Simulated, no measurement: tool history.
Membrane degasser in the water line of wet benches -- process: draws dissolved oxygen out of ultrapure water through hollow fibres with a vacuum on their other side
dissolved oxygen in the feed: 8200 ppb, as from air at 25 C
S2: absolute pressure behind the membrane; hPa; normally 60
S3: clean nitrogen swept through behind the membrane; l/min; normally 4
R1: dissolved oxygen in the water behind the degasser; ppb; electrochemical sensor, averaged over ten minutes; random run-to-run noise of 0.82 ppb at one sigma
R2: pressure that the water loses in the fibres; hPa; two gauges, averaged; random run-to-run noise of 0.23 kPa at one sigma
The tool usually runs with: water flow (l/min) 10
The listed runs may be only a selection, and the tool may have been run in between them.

{"run": 1, "day": 0.0, "water flow (l/min)": 10, "S2": 60, "S3": 4, "R1": 81.6, "R2": 595.6}
{"run": 2, "day": 5.988, "water flow (l/min)": 10, "S2": 60, "S3": 4, "R1": 78.9, "R2": 597.2}
{"run": 3, "day": 9.517, "water flow (l/min)": 10, "S2": 110.1, "S3": 4, "R1": 115.3, "R2": 596}
{"run": 4, "day": 14.475, "water flow (l/min)": 10, "S2": 134.4, "S3": 4, "R1": 130.8, "R2": 595.7}
{"run": 5, "day": 17.367, "water flow (l/min)": 10, "S2": 134.4, "S3": 4, "R1": 131.4, "R2": 597}
{"run": 6, "day": 23.158, "water flow (l/min)": 10, "S2": 134.4, "S3": 4, "R1": 132, "R2": 601.1}
{"day": 26.812, "done": "seals of the vacuum lines changed"}
{"run": 7, "day": 26.812, "water flow (l/min)": 10, "S2": 134.4, "S3": 4, "R1": 125.3, "R2": 594.9}
{"run": 8, "day": 31.338, "water flow (l/min)": 14, "S2": 60, "S3": 4, "R1": 168.6, "R2": 835.5}
{"run": 9, "day": 33.925, "water flow (l/min)": 7, "S2": 60, "S3": 4, "R1": 36.6, "R2": 421.6}
{"run": 10, "day": 37.954, "water flow (l/min)": 7, "S2": 60, "S3": 4, "R1": 36.5, "R2": 418.4}
{"run": 11, "day": 41.408, "water flow (l/min)": 7, "S2": 60, "S3": 4, "R1": 35.2, "R2": 422}
{"run": 12, "day": 45.621, "water flow (l/min)": 7, "S2": 60, "S3": 4, "R1": 35.5, "R2": 425.3}
{"run": 13, "day": 48.421, "water flow (l/min)": 7, "S2": 60, "S3": 4, "R1": 36.6, "R2": 423.1}
{"run": 14, "day": 52.258, "water flow (l/min)": 7, "S2": 60, "S3": 4, "R1": 35.7, "R2": 421.3}
{"run": 15, "day": 58.3, "water flow (l/min)": 7, "S2": 60, "S3": 4, "R1": 36.7, "R2": 421.8}
{"run": 16, "day": 63.729, "water flow (l/min)": 6, "S2": 60, "S3": 4, "R1": 25.6, "R2": 360}
{"run": 17, "day": 68.883, "water flow (l/min)": 10, "S2": 60, "S3": 3.61, "R1": 84.7, "R2": 606.7}
{"run": 18, "day": 73.433, "water flow (l/min)": 7, "S2": 121, "S3": 4.67, "R1": 59.3, "R2": 425.6}
{"run": 19, "day": 79.0, "water flow (l/min)": 9, "S2": 113.5, "S3": 4.9, "R1": 89.4, "R2": 544.8}
{"run": 20, "day": 83.408, "water flow (l/min)": 9, "S2": 73.1, "S3": 2.59, "R1": 87.2, "R2": 544.5}
{"run": 21, "day": 86.025, "water flow (l/min)": 16, "S2": 100.6, "S3": 1.7, "R1": 348.6, "R2": 966.5}
{"run": 22, "day": 88.983, "water flow (l/min)": 7, "S2": 60, "S3": 9.87, "R1": 29.3, "R2": 424.3}
{"run": 23, "day": 93.946, "water flow (l/min)": 10, "S2": 60, "S3": 6.95, "R1": 77.9, "R2": 612.6}
{"run": 24, "day": 97.658, "water flow (l/min)": 8, "S2": 82, "S3": 3.84, "R1": 65.2, "R2": 486.3}
{"run": 25, "day": 102.392, "water flow (l/min)": 12, "S2": 73, "S3": 3.01, "R1": 148.7, "R2": 728.5}
{"run": 26, "day": 108.346, "water flow (l/min)": 14, "S2": 117.8, "S3": 3.01, "R1": 248.9, "R2": 855.2}
{"run": 27, "day": 112.846, "water flow (l/min)": 8, "S2": 60, "S3": 4, "R1": 52.9, "R2": 489.8}
{"run": 28, "day": 116.292, "water flow (l/min)": 7, "S2": 86, "S3": 2.76, "R1": 63.2, "R2": 428.4}
{"run": 29, "day": 122.292, "water flow (l/min)": 9, "S2": 36.5, "S3": 4, "R1": 57.4, "R2": 549.7}

Estimate the outcome of run 30 from the log above:
{"day": 124.767, "done": "vacuum gauge calibrated"}
{"run": 30, "day": 125.062, "water flow (l/min)": 10, "S2": 67, "S3": 9.86, "R1": "?", "R2": "?"}

{"run 30": {"R1": 78.7, "R2": 610.1}}
Take away the tool's hidden state, keep the run-to-run variation as it was, and the same run would have given R1 70.2 ppb, R2 594.2 hPa.

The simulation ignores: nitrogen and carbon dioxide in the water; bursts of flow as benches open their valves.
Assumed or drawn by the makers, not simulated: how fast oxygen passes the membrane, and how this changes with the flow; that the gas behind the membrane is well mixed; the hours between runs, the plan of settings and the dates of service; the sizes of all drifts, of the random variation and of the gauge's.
